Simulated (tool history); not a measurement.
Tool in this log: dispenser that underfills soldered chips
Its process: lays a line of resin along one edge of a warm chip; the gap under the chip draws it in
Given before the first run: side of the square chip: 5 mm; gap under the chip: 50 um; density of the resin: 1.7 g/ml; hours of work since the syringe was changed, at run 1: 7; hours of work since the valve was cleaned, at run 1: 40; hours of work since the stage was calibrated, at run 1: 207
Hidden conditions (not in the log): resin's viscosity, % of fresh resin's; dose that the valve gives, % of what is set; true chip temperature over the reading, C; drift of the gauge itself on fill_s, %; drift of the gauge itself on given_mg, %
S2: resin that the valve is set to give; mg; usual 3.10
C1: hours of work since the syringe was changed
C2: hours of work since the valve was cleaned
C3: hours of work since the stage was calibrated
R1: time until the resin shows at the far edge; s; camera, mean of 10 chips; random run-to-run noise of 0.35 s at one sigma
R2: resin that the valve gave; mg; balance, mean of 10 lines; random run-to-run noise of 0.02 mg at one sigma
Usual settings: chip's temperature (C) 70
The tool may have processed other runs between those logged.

Run 1, hour 0.0: usual settings; C1 7; C2 40; C3 207. Result: R1 34.9 s, R2 3.01 mg.
Run 2, hour 6.8: usual settings; C1 12; C2 44; C3 212. Result: R1 52.3 s, R2 3.00 mg.
At hour 7.6: new syringe of resin.
Run 3, hour 11.6: usual settings but chip's temperature (C) 60; C1 3; C2 47; C3 215. Result: R1 35.5 s, R2 3.01 mg.
Run 4, hour 17.6: usual settings but S2 2.90 mg; C1 7; C2 51; C3 219. Result: R1 34.7 s, R2 2.81 mg.
Run 5, hour 23.8: usual settings; C1 11; C2 55; C3 223. Result: R1 47.7 s, R2 2.97 mg.
At hour 26.2: new syringe of resin.
Run 6, hour 30.1: usual settings; C1 3; C2 59; C3 227. Result: R1 24.1 s, R2 2.97 mg.
Run 7, hour 38.7: usual settings; C1 8; C2 65; C3 233. Result: R1 39.4 s, R2 2.97 mg.
Run 8, hour 43.8: usual settings; C1 12; C2 69; C3 236. Result: R1 52.4 s, R2 2.93 mg.
At hour 44.7: new syringe of resin.
Run 9, hour 52.7: usual settings; C1 5; C2 74; C3 242. Result: R1 31.2 s, R2 2.96 mg.
Run 10, hour 57.8: usual settings; C1 9; C2 78; C3 245. Result: R1 40.1 s, R2 2.95 mg.
At hour 63.0: new syringe of resin.
Run 11, hour 64.2: usual settings; C1 1; C2 82; C3 250. Result: R1 21.6 s, R2 2.97 mg.
Run 12, hour 71.1: usual settings; C1 5; C2 86; C3 254. Result: R1 31.5 s, R2 2.93 mg.
Run 13, hour 77.8: usual settings; C1 10; C2 91; C3 259. Result: R1 44.7 s, R2 2.93 mg.
At hour 81.2: new syringe of resin.
Run 14, hour 82.7: usual settings; C1 1; C2 94; C3 262. Result: R1 21.1 s, R2 2.93 mg.
Run 15, hour 90.7: usual settings but S2 3.01 mg; C1 6; C2 99; C3 267. Result: R1 33.5 s, R2 2.81 mg.
Run 16, hour 96.7: usual settings but chip's temperature (C) 76; C1 10; C2 103; C3 271. Result: R1 37.5 s, R2 2.88 mg.
At hour 99.8: new syringe of resin.
Run 17, hour 103.3: usual settings but chip's temperature (C) 63, S2 2.74 mg; C1 2; C2 108; C3 275. Result: R1 32.5 s, R2 2.55 mg.
Run 18, hour 110.3: usual settings but chip's temperature (C) 80, S2 3.92 mg; C1 7; C2 112; C3 280. Result: R1 22.8 s, R2 3.64 mg.
Run 19, hour 116.6: usual settings but chip's temperature (C) 62, S2 3.20 mg; C1 11; C2 116; C3 284. Result: R1 66.6 s, R2 2.96 mg.
At hour 118.1: new syringe of resin.
Run 20, hour 125.9: usual settings but chip's temperature (C) 62, S2 3.20 mg; C1 5; C2 122; C3 290. Result: R1 41.8 s, R2 2.96 mg.
Run 21, hour 130.9: usual settings but chip's temperature (C) 71, S2 3.52 mg; C1 9; C2 126; C3 293. Result: R1 38.9 s, R2 3.22 mg.
Run 22, hour 135.1: usual settings but chip's temperature (C) 84, S2 3.52 mg; C1 11; C2 129; C3 296. Result: R1 30.8 s, R2 3.19 mg.

Estimate the outcome of run 23 from the log above:
At hour 136.5: new syringe of resin.
Run 23, hour 142.0: usual settings but chip's temperature (C) 72, S2 3.89 mg; C1 4; C2 133; C3 301. Result: R1 ?, R2 ?.

R1: 24.1 s
R2: 3.56 mg
With the hidden condition absent and the run-to-run variation left alone, this run would have shown R1 17.1 s, R2 3.89 mg.

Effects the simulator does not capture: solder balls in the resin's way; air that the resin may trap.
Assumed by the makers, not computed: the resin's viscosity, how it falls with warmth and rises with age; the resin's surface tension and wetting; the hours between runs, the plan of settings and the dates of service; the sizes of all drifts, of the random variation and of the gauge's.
